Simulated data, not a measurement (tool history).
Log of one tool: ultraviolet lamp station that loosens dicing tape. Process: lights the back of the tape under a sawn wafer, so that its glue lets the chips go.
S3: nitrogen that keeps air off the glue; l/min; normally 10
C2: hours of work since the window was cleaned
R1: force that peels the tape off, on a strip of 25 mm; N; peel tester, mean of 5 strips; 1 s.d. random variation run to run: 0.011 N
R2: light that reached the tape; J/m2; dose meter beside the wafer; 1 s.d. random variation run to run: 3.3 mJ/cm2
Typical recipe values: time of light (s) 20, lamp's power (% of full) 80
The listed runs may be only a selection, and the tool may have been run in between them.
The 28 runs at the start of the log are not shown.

{"run": 29, "hour": 286.4, "time of light (s)": 27, "lamp's power (% of full)": 91, "S3": 10, "hours of work of the lamp": 386, "C2": 44, "R1": 0.414, "R2": 5840}
{"run": 30, "hour": 294.3, "time of light (s)": 39, "lamp's power (% of full)": 94, "S3": 8, "hours of work of the lamp": 391, "C2": 49, "R1": 0.271, "R2": 8740}
{"run": 31, "hour": 304.7, "time of light (s)": 31, "lamp's power (% of full)": 97, "S3": 8, "hours of work of the lamp": 397, "C2": 55, "R1": 0.356, "R2": 7120}
{"hour": 306.5, "done": "window cleaned of glue's vapour, once more"}
{"run": 32, "hour": 311.4, "time of light (s)": 20, "lamp's power (% of full)": 67, "S3": 11, "hours of work of the lamp": 401, "C2": 3, "R1": 0.681, "R2": 4020}
{"run": 33, "hour": 325.2, "time of light (s)": 12, "lamp's power (% of full)": 91, "S3": 10, "hours of work of the lamp": 409, "C2": 11, "R1": 0.99, "R2": 3220}
{"run": 34, "hour": 337.8, "time of light (s)": 20, "lamp's power (% of full)": 80, "S3": 9, "hours of work of the lamp": 417, "C2": 19, "R1": 0.644, "R2": 4680}
{"run": 35, "hour": 353.0, "time of light (s)": 20, "lamp's power (% of full)": 80, "S3": 5, "hours of work of the lamp": 426, "C2": 28, "R1": 0.896, "R2": 4680}
{"run": 36, "hour": 361.9, "time of light (s)": 11, "lamp's power (% of full)": 81, "S3": 12, "hours of work of the lamp": 432, "C2": 34, "R1": 1.21, "R2": 2610}
{"run": 37, "hour": 372.8, "time of light (s)": 35, "lamp's power (% of full)": 89, "S3": 10, "hours of work of the lamp": 439, "C2": 41, "R1": 0.239, "R2": 9020}
{"run": 38, "hour": 384.6, "time of light (s)": 20, "lamp's power (% of full)": 93, "S3": 13, "hours of work of the lamp": 446, "C2": 48, "R1": 0.411, "R2": 5360}
{"run": 39, "hour": 392.9, "time of light (s)": 31, "lamp's power (% of full)": 74, "S3": 13, "hours of work of the lamp": 451, "C2": 53, "R1": 0.293, "R2": 6640}
{"run": 40, "hour": 407.1, "time of light (s)": 24, "lamp's power (% of full)": 68, "S3": 5, "hours of work of the lamp": 460, "C2": 62, "R1": 0.893, "R2": 4670}
{"run": 41, "hour": 415.6, "time of light (s)": 28, "lamp's power (% of full)": 80, "S3": 13, "hours of work of the lamp": 465, "C2": 67, "R1": 0.324, "R2": 6450}
{"run": 42, "hour": 429.1, "time of light (s)": 28, "lamp's power (% of full)": 80, "S3": 13, "hours of work of the lamp": 473, "C2": 75, "R1": 0.316, "R2": 6400}
{"run": 43, "hour": 435.7, "time of light (s)": 28, "lamp's power (% of full)": 80, "S3": 13, "hours of work of the lamp": 477, "C2": 79, "R1": 0.33, "R2": 6310}

Branching from run 43: 3 alternative next runs. What would each branch give?
{"run": "A", "hour": 443.4, "time of light (s)": 28, "lamp's power (% of full)": 81, "S3": 7, "hours of work of the lamp": 482, "C2": 84, "R1": "?", "R2": "?"}
{"run": "B", "hour": 443.4, "time of light (s)": 11, "lamp's power (% of full)": 80, "S3": 13, "hours of work of the lamp": 482, "C2": 84, "R1": "?", "R2": "?"}
{"run": "C", "hour": 443.4, "time of light (s)": 38, "lamp's power (% of full)": 80, "S3": 13, "hours of work of the lamp": 482, "C2": 84, "R1": "?", "R2": "?"}

run=A R1=0.459 R2=6450
run=B R1=1.224 R2=2450
run=C R1=0.247 R2=8660
Stripped of hidden state, with their random variation kept, the same runs would have yielded:
run=A R1=0.371 R2=7450
run=B R1=1.023 R2=2840
run=C R1=0.230 R2=10000
